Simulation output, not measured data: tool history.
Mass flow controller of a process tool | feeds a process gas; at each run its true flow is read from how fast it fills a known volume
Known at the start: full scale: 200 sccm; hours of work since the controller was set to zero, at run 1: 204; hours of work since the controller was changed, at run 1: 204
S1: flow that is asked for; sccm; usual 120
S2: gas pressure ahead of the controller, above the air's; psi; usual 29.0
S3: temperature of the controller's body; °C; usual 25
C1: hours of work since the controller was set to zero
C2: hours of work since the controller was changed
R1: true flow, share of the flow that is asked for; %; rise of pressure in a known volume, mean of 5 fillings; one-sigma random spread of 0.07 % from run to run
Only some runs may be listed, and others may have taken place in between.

Run 1, hour 0.0: usual settings; C1 204; C2 204. Result: R1 98.83 %.
Run 2, hour 88.5: usual settings; C1 233; C2 233. Result: R1 98.84 %.
Run 3, hour 196.0: usual settings; C1 268; C2 268. Result: R1 98.64 %.
Run 4, hour 301.2: usual settings; C1 302; C2 302. Result: R1 98.52 %.
Run 5, hour 404.2: usual settings; C1 335; C2 335. Result: R1 98.54 %.
Run 6, hour 515.1: usual settings; C1 371; C2 371. Result: R1 98.28 %.
Run 7, hour 579.3: usual settings; C1 392; C2 392. Result: R1 98.39 %.
Run 8, hour 627.5: usual settings but S2 20.9 psi; C1 408; C2 408. Result: R1 98.09 %.
Run 9, hour 732.0: usual settings but S1 136 sccm, S2 37.0 psi, S3 22 °C; C1 442; C2 442. Result: R1 98.76 %.
Run 10, hour 786.4: usual settings but S1 136 sccm, S2 37.0 psi, S3 22 °C; C1 459; C2 459. Result: R1 98.74 %.
Run 11, hour 848.9: usual settings but S2 21.5 psi; C1 480; C2 480. Result: R1 98.02 %.
Run 12, hour 952.0: usual settings but S2 21.5 psi; C1 513; C2 513. Result: R1 97.75 %.
Run 13, hour 1050.1: usual settings but S2 28.7 psi; C1 545; C2 545. Result: R1 97.81 %.
Run 14, hour 1135.9: usual settings but S1 67 sccm, S2 27.4 psi, S3 21 °C; C1 573; C2 573. Result: R1 97.21 %.
Run 15, hour 1233.9: usual settings but S3 29 °C; C1 605; C2 605. Result: R1 97.51 %.

For some of the steps in R1 from one run to the next: how much would appear even if the tool had no hidden state, given the settings, what came in and random variation, and how much remains for the hidden state plus any gauge scatter that the measured result and the result without hidden state don't share?
The tool's hidden condition here consists of: flow at rest that the sensor doesn't see, % of full scale; true flow over the shown one, %; drift of the gauge itself on true_pct, %.
Run 5 -> 6: settings left as they were, no log entry in between. R1 -0.26 %: hidden state -0.11, all else -0.15.
Run 10 -> 11: S1 136 -> 120, S2 37.0 -> 21.5, S3 22 -> 25. R1 -0.72 %: hidden state -0.05, all else -0.67.

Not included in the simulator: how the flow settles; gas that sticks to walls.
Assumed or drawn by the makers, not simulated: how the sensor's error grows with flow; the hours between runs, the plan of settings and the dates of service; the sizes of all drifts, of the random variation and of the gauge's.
